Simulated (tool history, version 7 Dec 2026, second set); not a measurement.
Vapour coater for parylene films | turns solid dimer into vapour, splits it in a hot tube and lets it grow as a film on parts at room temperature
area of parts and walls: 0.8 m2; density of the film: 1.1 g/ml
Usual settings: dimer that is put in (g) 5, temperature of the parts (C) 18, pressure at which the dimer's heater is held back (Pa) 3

run    hour  dimer that is put in (g)  temperature of the parts (C)  pressure at which the dimer's heater is held back (Pa)  thickness of the film (nm)
  1       0                         5                            18                                                       3                        3460
  2    45.6                         5                            18                                                       3                        3440
  3    83.4                         5                            18                                                       3                        3410
  4   109.9                         5                            18                                                       3                        3410
  5   156.6                         5                            18                                                       3                        3370
  6   201.4                         2                            18                                                       3                        1340
      241.4  -- trap's valve overhauled
  7   245.2                         2                            18                                                       3                        1480
  8   270.1                         2                            18                                                       3                        1490
  9   295.7                         2                            18                                                       3                        1480
 10   327.3                         2                            18                                                       3                        1470
 11   362.3                         2                            18                                                       3                        1450
 12   398.4                         7                            18                                                       3                        5100
 13   425.3                         7                            18                                                       3                        5020
 14   446.2                         7                            18                                                       3                        5040
 15   473.3                         7                            18                                                       3                        5040
 16   515.5                         7                            18                                                       3                        5000
 17   543.9                         7                            18                                                       3                        4950
 18   578.6                         7                            18                                                       3                        4970
 19   621.9                         5                            18                                                       3                        3540
 20   644.8                         6                            18                                                     4.2                        4020
 21   670.2                         3                            22                                                    7.67                        1630
 22   716.6                         3                            22                                                    7.67                        1600
 23   744.2                         3                            20                                                    2.66                        2000
 24   786.6                         2                            20                                                    7.55                        1110
 25   810.6                         2                            20                                                    7.55                        1120
 26   842.7                         8                            21                                                    6.54                        4440
 27   885.4                         4                            23                                                    2.39                        2440
 28     925                         5                            20                                                    4.57                        2990
 29   965.9                         5                            18                                                    3.53                        3280
 30   994.8                         6                            10                                                       3                        5070
     1025.4  -- trap's valve overhauled
 31  1039.4                         4                            27                                                       3                        2300
 32  1060.3                         4                            22                                                    7.03                        2350
 33  1085.9                         4                            11                                                   11.09                        2970
 34  1130.2                         4                            11                                                   11.09                        2930
 35  1175.5                         4                            20                                                    4.43                        2600
 36  1214.9                         4                            16                                                    10.5                        2530
 37    1255                         2                            12                                                    5.68                        1570

5 ways to go on from here, each from the tool as it stands after run 37. What would each give?
  A  1274.5                         4                            12                                                    5.68                           ?
  B  1274.5                         3                            12                                                    6.92                           ?
  C  1274.5                         6                            15                                                    7.95                           ?
  D  1274.5                         4                            25                                                    2.56                           ?
  E  1274.5                         2                            18                                                    4.79                           ?

run  thickness of the film (nm)
  A                        3130
  B                        2270
  C                        4060
  D                        2390
  E                        1340
Without the tool's hidden state the same runs would have given:
run  thickness of the film (nm)
  A                        3200
  B                        2310
  C                        4140
  D                        2440
  E                        1360
